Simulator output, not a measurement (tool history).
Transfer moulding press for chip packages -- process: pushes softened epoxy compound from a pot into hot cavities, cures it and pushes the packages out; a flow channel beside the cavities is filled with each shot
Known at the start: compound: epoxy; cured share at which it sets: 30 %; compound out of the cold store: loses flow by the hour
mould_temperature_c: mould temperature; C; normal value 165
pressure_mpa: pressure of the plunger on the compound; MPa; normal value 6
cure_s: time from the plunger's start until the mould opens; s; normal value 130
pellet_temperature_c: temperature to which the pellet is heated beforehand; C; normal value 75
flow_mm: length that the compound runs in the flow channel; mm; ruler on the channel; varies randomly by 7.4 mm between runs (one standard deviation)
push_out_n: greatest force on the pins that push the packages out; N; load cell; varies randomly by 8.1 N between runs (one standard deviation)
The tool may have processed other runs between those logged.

| run | day | mould_temperature_c | pressure_mpa | cure_s | pellet_temperature_c | incoming compound's hours out of the cold store | flow_mm | push_out_n |
|---|---|---|---|---|---|---|---|---|
| 1 | 0 | 165 | 6 | 130 | 75 | 15.7 | 822 | 348 |
| 2 | 3.475 | 165 | 6 | 130 | 75 | 35.9 | 717 | 340 |
| 3 | 6.062 | 165 | 6 | 130 | 68 | 13 | 828 | 358 |
| 4 | 8.842 | 165 | 6 | 130 | 68 | 42.2 | 710 | 328 |
| 5 | 10.721 | 162 | 6 | 130 | 75 | 29.6 | 762 | 367 |
| 6 | 13.529 | 165 | 6 | 130 | 75 | 21 | 820 | 336 |
| 7 | 16.475 | 165 | 6 | 130 | 75 | 21.5 | 797 | 337 |
| 8 | 18.462 | 165 | 6 | 130 | 75 | 45.5 | 697 | 336 |
| 9 | 21.708 | 165 | 6 | 130 | 75 | 11.3 | 844 | 342 |
| 10 | 24.708 | 165 | 4.67 | 130 | 75 | 12.5 | 743 | 352 |
| 11 | 26.362 | 165 | 6 | 127 | 75 | 25.2 | 772 | 359 |
| 12 | 28.138 | 165 | 6 | 127 | 75 | 39.4 | 717 | 358 |
| 13 | 30.05 | 165 | 6 | 130 | 75 | 41.2 | 711 | 326 |
| 14 | 32.529 | 165 | 6 | 130 | 75 | 9.3 | 860 | 353 |
| 15 | 34.642 | 165 | 6 | 130 | 75 | 39.8 | 707 | 333 |
| 16 | 36.829 | 168 | 5.21 | 129 | 70 | 24.1 | 717 | 320 |
| 17 | 38.508 | 168 | 5.21 | 129 | 70 | 31.8 | 698 | 318 |
| 18 | 40.225 | 168 | 5.21 | 129 | 70 | 11.2 | 778 | 324 |
| 19 | 43.825 | 167 | 6.62 | 130 | 75 | 32.5 | 781 | 338 |
| 20 | 46.279 | 171 | 6.26 | 130 | 75 | 46.8 | 702 | 305 |
| 21 | 49.308 | 172 | 6.15 | 132 | 85 | 42.3 | 709 | 307 |
| 22 | 50.829 | 172 | 6.15 | 132 | 85 | 40.3 | 702 | 312 |
| 23 | 52.554 | 172 | 6.15 | 132 | 85 | 29.4 | 753 | 304 |
| 24 | 55.267 | 171 | 6 | 130 | 75 | 28.4 | 735 | 315 |
| 25 | 57.092 | 165 | 4.73 | 130 | 75 | 40.7 | 634 | 343 |
| 26 | 59 | 165 | 6 | 130 | 85 | 33.1 | 751 | 323 |
| 27 | 60.967 | 165 | 6 | 130 | 69 | 9.3 | 861 | 346 |

Removed from this log: 12 entries logged between the listed runs. Between which two listed runs does each belong, and how does the tool's hidden state at the listed run before it compare with that at the listed run after it?
Run 1 -> run 2: cavities cleaned with cleaning compound and waxed (day 0.367)
  pressure that reaches the compound, % of what is set: 99.82 -> 99.8; grip of the stained cavities, % over clean ones': 1 -> 0.7
Run 2 -> run 3: mould's thermocouples calibrated (day 5.958)
  true mould temperature over the reading, C: 0.01 -> 0; pressure that reaches the compound, % of what is set: 99.8 -> 99.79; grip of the stained cavities, % over clean ones': 0.7 -> 0.9
Run 3 -> run 4: cavities cleaned with cleaning compound and waxed (day 7.138); plunger's sealing rings changed (day 8.004)
  pressure that reaches the compound, % of what is set: 99.79 -> 99.99; grip of the stained cavities, % over clean ones': 0.9 -> 0.5
Run 6 -> run 7: cavities cleaned with cleaning compound and waxed (day 13.925)
  pressure that reaches the compound, % of what is set: 99.96 -> 99.95; grip of the stained cavities, % over clean ones': 0.9 -> 0.7
Run 8 -> run 9: cavities cleaned with cleaning compound and waxed (day 20.754)
  pressure that reaches the compound, % of what is set: 99.94 -> 99.92; grip of the stained cavities, % over clean ones': 0.9 -> 0.3
Run 11 -> run 12: cavities cleaned with cleaning compound and waxed (day 27.508)
  pressure that reaches the compound, % of what is set: 99.89 -> 99.88; grip of the stained cavities, % over clean ones': 0.9 -> 0.2
Run 14 -> run 15: cavities cleaned with cleaning compound and waxed (day 34.154)
  pressure that reaches the compound, % of what is set: 99.86 -> 99.85; grip of the stained cavities, % over clean ones': 0.9 -> 0.2
Run 18 -> run 19: cavities cleaned with cleaning compound and waxed (day 40.804)
  pressure that reaches the compound, % of what is set: 99.82 -> 99.8; grip of the stained cavities, % over clean ones': 0.9 -> 0.7
Run 20 -> run 21: plunger's sealing rings changed (day 47.183); cavities cleaned with cleaning compound and waxed (day 47.712)
  pressure that reaches the compound, % of what is set: 99.79 -> 99.99; grip of the stained cavities, % over clean ones': 0.9 -> 0.5
Run 23 -> run 24: cavities cleaned with cleaning compound and waxed (day 54.542)
  pressure that reaches the compound, % of what is set: 99.97 -> 99.96; grip of the stained cavities, % over clean ones': 0.9 -> 0.3
